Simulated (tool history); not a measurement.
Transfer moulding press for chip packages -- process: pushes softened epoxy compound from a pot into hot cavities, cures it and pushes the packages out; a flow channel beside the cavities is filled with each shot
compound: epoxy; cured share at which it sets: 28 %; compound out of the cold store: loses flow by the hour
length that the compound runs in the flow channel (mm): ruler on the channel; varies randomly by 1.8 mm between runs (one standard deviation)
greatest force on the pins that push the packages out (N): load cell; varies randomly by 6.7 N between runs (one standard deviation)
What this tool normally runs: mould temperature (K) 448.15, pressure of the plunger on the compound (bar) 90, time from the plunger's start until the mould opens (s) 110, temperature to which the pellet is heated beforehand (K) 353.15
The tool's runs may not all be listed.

| run | hour | mould temperature (K) | pressure of the plunger on the compound (bar) | time from the plunger's start until the mould opens (s) | temperature to which the pellet is heated beforehand (K) | incoming compound's hours out of the cold store | length that the compound runs in the flow channel (mm) | greatest force on the pins that push the packages out (N) |
|---|---|---|---|---|---|---|---|---|
| 1 | 0 | 448.15 | 90 | 110 | 353.15 | 38.6 | 516 | 271 |
| 2 | 12.5 | 448.15 | 90 | 110 | 345.15 | 10.2 | 630 | 290 |
| 3 | 18.9 | 448.15 | 90 | 110 | 345.15 | 46.2 | 494 | 262 |
| 4 | 25.6 | 452.15 | 90 | 110 | 353.15 | 37.8 | 513 | 229 |
|  | 29.3 | cavities cleaned with cleaning compound and waxed |
| 5 | 32.8 | 452.15 | 90 | 110 | 353.15 | 11.9 | 611 | 243 |
| 6 | 41.3 | 452.15 | 90 | 110 | 353.15 | 46.1 | 482 | 238 |
|  | 53.2 | plunger's sealing rings changed |
| 7 | 56.7 | 446.15 | 90 | 101 | 353.15 | 19.6 | 592 | 353 |
| 8 | 62.3 | 446.15 | 90 | 101 | 353.15 | 39.2 | 519 | 327 |
| 9 | 69 | 446.15 | 90 | 101 | 353.15 | 34.8 | 537 | 338 |
| 10 | 81.5 | 448.15 | 90 | 110 | 347.15 | 12.8 | 620 | 276 |
| 11 | 92.4 | 448.15 | 76.7 | 126 | 347.15 | 36.9 | 482 | 243 |
| 12 | 101 | 448.15 | 76.7 | 126 | 347.15 | 20.5 | 540 | 238 |

Below are 4 alternative next runs, each starting from the tool's condition after run 12. Predict each:
| A | 107.4 | 448.15 | 90 | 110 | 348.15 | 33.6 | ? | ? |
| B | 107.4 | 448.15 | 76.7 | 93 | 347.15 | 15.9 | ? | ? |
| C | 107.4 | 448.15 | 89.6 | 132 | 347.15 | 32.3 | ? | ? |
| D | 107.4 | 452.15 | 76.7 | 147 | 347.15 | 23 | ? | ? |

| run | length that the compound runs in the flow channel (mm) | greatest force on the pins that push the packages out (N) |
|---|---|---|
| A | 537 | 271 |
| B | 555 | 394 |
| C | 539 | 233 |
| D | 523 | 217 |
What these runs would have given with no unlogged condition in the tool:
| run | length that the compound runs in the flow channel (mm) | greatest force on the pins that push the packages out (N) |
|---|---|---|
| A | 537 | 270 |
| B | 555 | 391 |
| C | 539 | 232 |
| D | 523 | 216 |

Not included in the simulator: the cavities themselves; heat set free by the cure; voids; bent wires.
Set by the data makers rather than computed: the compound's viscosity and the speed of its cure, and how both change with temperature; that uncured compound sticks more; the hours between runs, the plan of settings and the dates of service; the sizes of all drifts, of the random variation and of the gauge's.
